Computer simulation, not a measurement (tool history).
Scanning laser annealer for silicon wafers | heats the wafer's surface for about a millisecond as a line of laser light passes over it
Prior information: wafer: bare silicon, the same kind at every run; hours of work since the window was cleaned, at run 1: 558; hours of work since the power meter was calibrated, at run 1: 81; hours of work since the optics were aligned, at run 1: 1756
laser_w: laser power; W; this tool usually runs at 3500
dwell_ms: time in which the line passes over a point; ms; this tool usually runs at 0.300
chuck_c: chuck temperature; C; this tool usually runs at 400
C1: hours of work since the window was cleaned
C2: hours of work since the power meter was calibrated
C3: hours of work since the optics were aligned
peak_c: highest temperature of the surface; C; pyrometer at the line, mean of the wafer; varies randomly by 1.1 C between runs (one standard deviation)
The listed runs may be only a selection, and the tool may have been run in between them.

run 1 hour=0.0 | laser_w=3500 dwell_ms=0.300 chuck_c=400 | C1=558 C2=81 C3=1756 | peak_c=1106
run 2 hour=7.0 | laser_w=3500 dwell_ms=0.300 chuck_c=400 | C1=562 C2=85 C3=1760 | peak_c=1107
run 3 hour=19.5 | laser_w=3500 dwell_ms=0.300 chuck_c=400 | C1=568 C2=91 C3=1767 | peak_c=1106
run 4 hour=35.5 | laser_w=3500 dwell_ms=0.300 chuck_c=400 | C1=577 C2=100 C3=1776 | peak_c=1106
run 5 hour=43.6 | laser_w=3500 dwell_ms=0.300 chuck_c=400 | C1=582 C2=105 C3=1780 | peak_c=1106
run 6 hour=56.4 | laser_w=3758 dwell_ms=0.300 chuck_c=400 | C1=589 C2=112 C3=1787 | peak_c=1160
run 7 hour=72.5 | laser_w=3500 dwell_ms=0.300 chuck_c=400 | C1=597 C2=120 C3=1796 | peak_c=1107
run 8 hour=87.4 | laser_w=3500 dwell_ms=0.300 chuck_c=400 | C1=606 C2=129 C3=1804 | peak_c=1103
run 9 hour=101.2 | laser_w=3500 dwell_ms=0.300 chuck_c=400 | C1=613 C2=136 C3=1812 | peak_c=1103
run 10 hour=116.9 | laser_w=3247 dwell_ms=0.300 chuck_c=400 | C1=622 C2=145 C3=1820 | peak_c=1051
-- hour=122.0 window over the wafer cleaned
run 11 hour=127.2 | laser_w=3247 dwell_ms=0.300 chuck_c=400 | C1=3 C2=149 C3=1825 | peak_c=1067
run 12 hour=133.9 | laser_w=3247 dwell_ms=0.300 chuck_c=400 | C1=6 C2=153 C3=1828 | peak_c=1068
run 13 hour=149.4 | laser_w=3247 dwell_ms=0.300 chuck_c=400 | C1=15 C2=161 C3=1837 | peak_c=1068
run 14 hour=162.2 | laser_w=3247 dwell_ms=0.300 chuck_c=400 | C1=22 C2=168 C3=1844 | peak_c=1066
run 15 hour=173.6 | laser_w=3247 dwell_ms=0.300 chuck_c=400 | C1=28 C2=174 C3=1850 | peak_c=1066
run 16 hour=189.9 | laser_w=3500 dwell_ms=0.300 chuck_c=400 | C1=37 C2=183 C3=1859 | peak_c=1121
run 17 hour=204.1 | laser_w=3500 dwell_ms=0.300 chuck_c=400 | C1=45 C2=191 C3=1867 | peak_c=1124
run 18 hour=218.5 | laser_w=3500 dwell_ms=0.300 chuck_c=400 | C1=53 C2=199 C3=1875 | peak_c=1123
run 19 hour=229.5 | laser_w=3500 dwell_ms=0.300 chuck_c=400 | C1=59 C2=205 C3=1881 | peak_c=1122
run 20 hour=244.6 | laser_w=3500 dwell_ms=0.300 chuck_c=400 | C1=67 C2=213 C3=1889 | peak_c=1119
run 21 hour=255.0 | laser_w=3823 dwell_ms=0.353 chuck_c=408 | C1=73 C2=219 C3=1894 | peak_c=1268
run 22 hour=269.2 | laser_w=3500 dwell_ms=0.330 chuck_c=413 | C1=80 C2=227 C3=1902 | peak_c=1169
run 23 hour=284.3 | laser_w=3285 dwell_ms=0.331 chuck_c=400 | C1=89 C2=235 C3=1910 | peak_c=1108
run 24 hour=293.2 | laser_w=3500 dwell_ms=0.236 chuck_c=407 | C1=93 C2=240 C3=1915 | peak_c=1046
-- hour=307.0 optics aligned, line set to its width
run 25 hour=309.9 | laser_w=3197 dwell_ms=0.307 chuck_c=423 | C1=100 C2=246 C3=2 | peak_c=1082
run 26 hour=321.4 | laser_w=3197 dwell_ms=0.307 chuck_c=423 | C1=106 C2=252 C3=8 | peak_c=1081
run 27 hour=330.5 | laser_w=3197 dwell_ms=0.318 chuck_c=423 | C1=111 C2=257 C3=13 | peak_c=1094
run 28 hour=337.4 | laser_w=3597 dwell_ms=0.310 chuck_c=427 | C1=115 C2=261 C3=17 | peak_c=1178
run 29 hour=352.5 | laser_w=3597 dwell_ms=0.310 chuck_c=427 | C1=123 C2=269 C3=25 | peak_c=1178
run 30 hour=368.4 | laser_w=3513 dwell_ms=0.346 chuck_c=440 | C1=132 C2=278 C3=34 | peak_c=1211
-- hour=385.9 optics aligned, line set to its width, once more
run 31 hour=385.9 | laser_w=3513 dwell_ms=0.346 chuck_c=440 | C1=139 C2=285 C3=0 | peak_c=1229
run 32 hour=395.4 | laser_w=3755 dwell_ms=0.236 chuck_c=426 | C1=144 C2=290 C3=5 | peak_c=1129
run 33 hour=404.8 | laser_w=3731 dwell_ms=0.352 chuck_c=406 | C1=149 C2=295 C3=10 | peak_c=1256
run 34 hour=412.7 | laser_w=3577 dwell_ms=0.300 chuck_c=367 | C1=153 C2=299 C3=15 | peak_c=1115
run 35 hour=423.1 | laser_w=3019 dwell_ms=0.360 chuck_c=370 | C1=159 C2=305 C3=20 | peak_c=1053
run 36 hour=435.4 | laser_w=3019 dwell_ms=0.360 chuck_c=370 | C1=166 C2=312 C3=27 | peak_c=1052
run 37 hour=448.7 | laser_w=3696 dwell_ms=0.351 chuck_c=425 | C1=173 C2=319 C3=34 | peak_c=1264
run 38 hour=460.8 | laser_w=3696 dwell_ms=0.351 chuck_c=425 | C1=179 C2=326 C3=41 | peak_c=1261
run 39 hour=477.0 | laser_w=3479 dwell_ms=0.347 chuck_c=400 | C1=188 C2=335 C3=50 | peak_c=1180
run 40 hour=491.5 | laser_w=3479 dwell_ms=0.347 chuck_c=400 | C1=196 C2=343 C3=58 | peak_c=1182

Below are 5 alternative next runs, each starting from the tool's condition after run 40. Predict each:
run A hour=506.9 | laser_w=3616 dwell_ms=0.230 chuck_c=402 | C1=205 C2=351 C3=66 | peak_c=?
run B hour=506.9 | laser_w=3500 dwell_ms=0.226 chuck_c=400 | C1=205 C2=351 C3=66 | peak_c=?
run C hour=506.9 | laser_w=3023 dwell_ms=0.356 chuck_c=426 | C1=205 C2=351 C3=66 | peak_c=?
run D hour=506.9 | laser_w=3827 dwell_ms=0.300 chuck_c=382 | C1=205 C2=351 C3=66 | peak_c=?
run E hour=506.9 | laser_w=3128 dwell_ms=0.300 chuck_c=400 | C1=205 C2=351 C3=66 | peak_c=?

run=A peak_c=1066
run=B peak_c=1035
run=C peak_c=1104
run=D peak_c=1186
run=E peak_c=1046
Had the tool no hidden state, the same runs would have come out as:
run=A peak_c=1074
run=B peak_c=1042
run=C peak_c=1112
run=D peak_c=1196
run=E peak_c=1053

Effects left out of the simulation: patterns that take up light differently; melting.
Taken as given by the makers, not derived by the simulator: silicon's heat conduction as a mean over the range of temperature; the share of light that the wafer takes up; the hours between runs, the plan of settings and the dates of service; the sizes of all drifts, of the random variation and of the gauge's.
